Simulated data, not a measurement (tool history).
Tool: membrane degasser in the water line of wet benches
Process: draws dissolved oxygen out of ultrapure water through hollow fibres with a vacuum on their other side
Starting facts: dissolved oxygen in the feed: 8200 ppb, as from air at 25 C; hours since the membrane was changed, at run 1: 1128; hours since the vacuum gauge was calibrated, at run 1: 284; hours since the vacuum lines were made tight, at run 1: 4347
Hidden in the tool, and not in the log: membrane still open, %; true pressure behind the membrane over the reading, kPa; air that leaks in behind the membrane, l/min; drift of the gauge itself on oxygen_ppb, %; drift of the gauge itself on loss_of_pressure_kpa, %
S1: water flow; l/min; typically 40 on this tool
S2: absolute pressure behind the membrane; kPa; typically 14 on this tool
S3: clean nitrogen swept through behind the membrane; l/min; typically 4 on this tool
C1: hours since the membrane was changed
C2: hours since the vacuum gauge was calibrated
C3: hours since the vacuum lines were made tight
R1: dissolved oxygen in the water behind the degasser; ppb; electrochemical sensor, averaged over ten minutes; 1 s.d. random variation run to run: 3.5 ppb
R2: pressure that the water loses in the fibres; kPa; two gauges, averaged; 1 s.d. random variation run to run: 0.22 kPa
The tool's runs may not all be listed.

Run 1, hour 0: usual settings; C1 1128; C2 284; C3 4347. Result: R1 355 ppb, R2 54.77 kPa.
Run 2, hour 134.9: usual settings but S1 38 l/min; C1 1263; C2 419; C3 4482. Result: R1 333.3 ppb, R2 52.06 kPa.
Run 3, hour 244.6: usual settings; C1 1372; C2 529; C3 4592. Result: R1 356.5 ppb, R2 55.43 kPa.
Run 4, hour 350.8: usual settings; C1 1479; C2 635; C3 4698. Result: R1 353.9 ppb, R2 54.95 kPa.
Run 5, hour 458.2: usual settings; C1 1586; C2 743; C3 4806. Result: R1 351.1 ppb, R2 54.93 kPa.
Run 6, hour 595.6: usual settings; C1 1724; C2 880; C3 4943. Result: R1 355.5 ppb, R2 54.75 kPa.
Run 7, hour 661.4: usual settings but S1 37 l/min; C1 1789; C2 946; C3 5009. Result: R1 309.2 ppb, R2 50.8 kPa.
Run 8, hour 741: usual settings but S2 22.2 kPa; C1 1869; C2 1025; C3 5088. Result: R1 524.9 ppb, R2 54.99 kPa.
Run 9, hour 849.3: usual settings but S2 22.2 kPa; C1 1977; C2 1134; C3 5197. Result: R1 528.8 ppb, R2 55.28 kPa.
Run 10, hour 942.5: usual settings but S2 22.2 kPa; C1 2070; C2 1227; C3 5290. Result: R1 524 ppb, R2 54.76 kPa.
Run 11, hour 1057.5: usual settings but S2 22.2 kPa; C1 2185; C2 1342; C3 5405. Result: R1 529.1 ppb, R2 54.3 kPa.
At hour 1120.3: seals of the vacuum lines changed.
Run 12, hour 1175.2: usual settings but S2 22.2 kPa; C1 2301; C2 1457; C3 55. Result: R1 517.9 ppb, R2 54.87 kPa.
Run 13, hour 1306.7: usual settings; C1 2433; C2 1589; C3 186. Result: R1 354.7 ppb, R2 54.54 kPa.
Run 14, hour 1434.4: usual settings but S2 10.3 kPa; C1 2560; C2 1717; C3 314. Result: R1 265.5 ppb, R2 54.9 kPa.
Run 15, hour 1508.6: usual settings but S2 10.3 kPa; C1 2634; C2 1791; C3 388. Result: R1 271.4 ppb, R2 55.13 kPa.
Run 16, hour 1613.3: usual settings but S2 10.3 kPa; C1 2739; C2 1896; C3 493. Result: R1 270 ppb, R2 55 kPa.
Run 17, hour 1730.3: usual settings but S1 56 l/min, S2 14.1 kPa, S3 7.7 l/min; C1 2856; C2 2013; C3 610. Result: R1 427.8 ppb, R2 76.82 kPa.
Run 18, hour 1850.2: usual settings but S1 56 l/min, S2 14.1 kPa, S3 7.7 l/min; C1 2976; C2 2133; C3 730. Result: R1 434.7 ppb, R2 76.69 kPa.
Run 19, hour 1939.5: usual settings but S1 56 l/min, S2 12.1 kPa, S3 4.75 l/min; C1 3065; C2 2222; C3 819. Result: R1 482.5 ppb, R2 77.04 kPa.
Run 20, hour 2069.5: usual settings but S1 56 l/min, S2 12.1 kPa, S3 4.75 l/min; C1 3195; C2 2352; C3 949. Result: R1 479.1 ppb, R2 76.84 kPa.
Run 21, hour 2127.4: usual settings but S1 29 l/min, S2 30.7 kPa, S3 6.23 l/min; C1 3253; C2 2410; C3 1007. Result: R1 340.8 ppb, R2 40.23 kPa.
Run 22, hour 2263.5: usual settings but S1 62 l/min, S2 11.2 kPa, S3 6.62 l/min; C1 3389; C2 2546; C3 1143. Result: R1 476.6 ppb, R2 84.8 kPa.
Run 23, hour 2346.7: usual settings but S1 62 l/min, S2 11.2 kPa, S3 6.62 l/min; C1 3473; C2 2629; C3 1226. Result: R1 471.8 ppb, R2 85.18 kPa.
Run 24, hour 2437.2: usual settings but S1 62 l/min, S2 11.2 kPa, S3 6.62 l/min; C1 3563; C2 2720; C3 1317. Result: R1 468.4 ppb, R2 85.19 kPa.
Run 25, hour 2509.3: usual settings but S1 60 l/min, S2 21.7 kPa, S3 2.07 l/min; C1 3635; C2 2792; C3 1389. Result: R1 1242.5 ppb, R2 82.4 kPa.
Run 26, hour 2605.5: usual settings but S1 60 l/min, S2 21.7 kPa, S3 2.07 l/min; C1 3731; C2 2888; C3 1485. Result: R1 1260.3 ppb, R2 82.47 kPa.
Run 27, hour 2698.3: usual settings but S1 37 l/min, S2 11.7 kPa, S3 3.3 l/min; C1 3824; C2 2981; C3 1578. Result: R1 302.9 ppb, R2 50.94 kPa.
Run 28, hour 2757.7: usual settings but S1 37 l/min, S2 11.7 kPa, S3 3.3 l/min; C1 3884; C2 3040; C3 1637. Result: R1 304.7 ppb, R2 50.56 kPa.
Run 29, hour 2879: usual settings but S2 33.1 kPa, S3 6.26 l/min; C1 4005; C2 3161; C3 1759. Result: R1 543.9 ppb, R2 54.84 kPa.
Run 30, hour 2977.4: usual settings but S2 33.1 kPa, S3 6.26 l/min; C1 4103; C2 3260; C3 1857. Result: R1 553.8 ppb, R2 54.79 kPa.
Run 31, hour 3090.8: usual settings but S1 29 l/min, S2 11.4 kPa, S3 2.95 l/min; C1 4217; C2 3373; C3 1970. Result: R1 226.1 ppb, R2 40 kPa.
Run 32, hour 3147.8: usual settings but S1 39 l/min, S2 22.6 kPa, S3 5.45 l/min; C1 4274; C2 3430; C3 2027. Result: R1 413.3 ppb, R2 53.94 kPa.

Hidden state at the last listed run before each entry between runs and at the first one after, where it differs:
In the gap between runs 11 and 12: seals of the vacuum lines changed (hour 1120.3)
  air that leaks in behind the membrane, l/min: 0.0021 -> 0.002
